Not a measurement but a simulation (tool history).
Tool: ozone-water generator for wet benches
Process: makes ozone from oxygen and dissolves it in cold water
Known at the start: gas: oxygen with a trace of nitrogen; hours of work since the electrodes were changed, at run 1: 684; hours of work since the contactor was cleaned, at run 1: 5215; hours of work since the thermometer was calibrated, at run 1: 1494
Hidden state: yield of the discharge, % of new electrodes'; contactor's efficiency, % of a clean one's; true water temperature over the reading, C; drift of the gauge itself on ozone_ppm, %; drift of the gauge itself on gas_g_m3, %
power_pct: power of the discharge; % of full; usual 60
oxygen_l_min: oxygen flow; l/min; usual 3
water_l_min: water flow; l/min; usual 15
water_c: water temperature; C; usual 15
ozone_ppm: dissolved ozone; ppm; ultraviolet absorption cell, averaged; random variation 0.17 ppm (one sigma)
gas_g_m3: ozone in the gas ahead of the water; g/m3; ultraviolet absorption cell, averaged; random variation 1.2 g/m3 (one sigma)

run     day  power_pct  oxygen_l_min  water_l_min  water_c  hours of work since the electrodes were changed  hours of work since the contactor was cleaned  hours of work since the thermometer was calibrated  ozone_ppm  gas_g_m3
  1       0         60             3           15       15                                              684                                           5215                                                1494         21     205.3
  2   0.758         60             3           15       15                                              698                                           5229                                                1507       20.9     205.6
  3   2.308         60             3           15       15                                              725                                           5256                                                1535       20.9     205.7
  4   3.454         60             3           15       15                                              745                                           5277                                                1555       20.4     203.9
  5   4.854         60             3           15       15                                              770                                           5301                                                1580       21.1       206
  6   6.417         60             3           15       15                                              798                                           5329                                                1608       20.8     204.8
  7   7.142         58             3           15       15                                              811                                           5342                                                1621       20.5     201.6
  8   8.242         58             3           15       15                                              830                                           5362                                                1640       20.3     197.5
  9   9.371         60             3           15       15                                              850                                           5382                                                1660       20.7     204.4
 10  10.733         60             3           15       15                                              875                                           5406                                                1685       20.8     204.5
 11  11.846         60             3           15       15                                              894                                           5426                                                1704       21.5     204.6
 12  13.417         64             3           15       15                                              922                                           5453                                                1732       21.9     215.3
 13   14.15         60             3           15       22                                              935                                           5466                                                1745       19.2       205
 14  15.546         60             3           15       15                                              960                                           5491                                                1770         21     206.6
 15  16.492         60             3            9       15                                              977                                           5508                                                1787         30       203
 16  17.754         60          4.85            9       15                                              999                                           5530                                                1809       32.5     176.6
 17  18.512         60             3           15       15                                             1013                                           5544                                                1823       20.8     203.9
 18  19.596         49          4.69           15       13                                             1032                                           5563                                                1842       20.9     152.5
 19  20.908         55          2.16           16       13                                             1055                                           5586                                                1865       16.7     210.4
 20  21.692         60             3           15        9                                             1069                                           5600                                                1879       21.8     203.7
 21  22.725         60             3           15        9                                             1087                                           5619                                                1897       22.2     203.3
 22  23.483         60          1.74           22       15                                             1101                                           5632                                                1911       11.9     240.4
 23   24.45         85             3           16       15                                             1118                                           5649                                                1928       25.7     264.4
 24  25.854         85             3           16       13                                             1143                                           5674                                                1953       26.2     264.6
 25  26.783         60             3           16       15                                             1159                                           5691                                                1969       19.5     204.1
 26  27.558         52          2.13           22       11                                             1173                                           5704                                                1983       11.8     202.1
 27  28.308         70             3           14        7                                             1187                                           5718                                                1996         27       230
 28  29.792         70             3           14        7                                             1213                                           5744                                                2023       26.9       230
 29  31.267         60          2.76           22        8                                             1239                                           5770                                                2049         15       208
 30  32.788         60          2.76           22        8                                             1266                                           5797                                                2076       15.3     211.9
 31  34.233         49             3           15        9                                             1292                                           5823                                                2102       18.9     174.6
 32  35.683         66          1.73            9        7                                             1317                                           5849                                                2127         30     260.9

Some steps in ozone_ppm between neighbouring runs. How much of each would the tool show without its hidden state too (settings, what came in, random variation), and how much is left for the hidden state, with any gauge scatter that isn't in both results?
Run 22 -> 23: power_pct 60 -> 85, oxygen_l_min 1.74 -> 3, water_l_min 22 -> 16. ozone_ppm +13.8 ppm: hidden state -1, all else +14.8.
Run 26 -> 27: power_pct 52 -> 70, oxygen_l_min 2.13 -> 3, water_l_min 22 -> 14, water_c 11 -> 7. ozone_ppm +15.2 ppm: hidden state -0.8, all else +16.
Run 28 -> 29: power_pct 70 -> 60, oxygen_l_min 3 -> 2.76, water_l_min 14 -> 22, water_c 7 -> 8. ozone_ppm -11.9 ppm: hidden state +0.6, all else -12.5.
Run 31 -> 32: power_pct 49 -> 66, oxygen_l_min 3 -> 1.73, water_l_min 15 -> 9, water_c 9 -> 7. ozone_ppm +11.1 ppm: hidden state -0.7, all else +11.8.
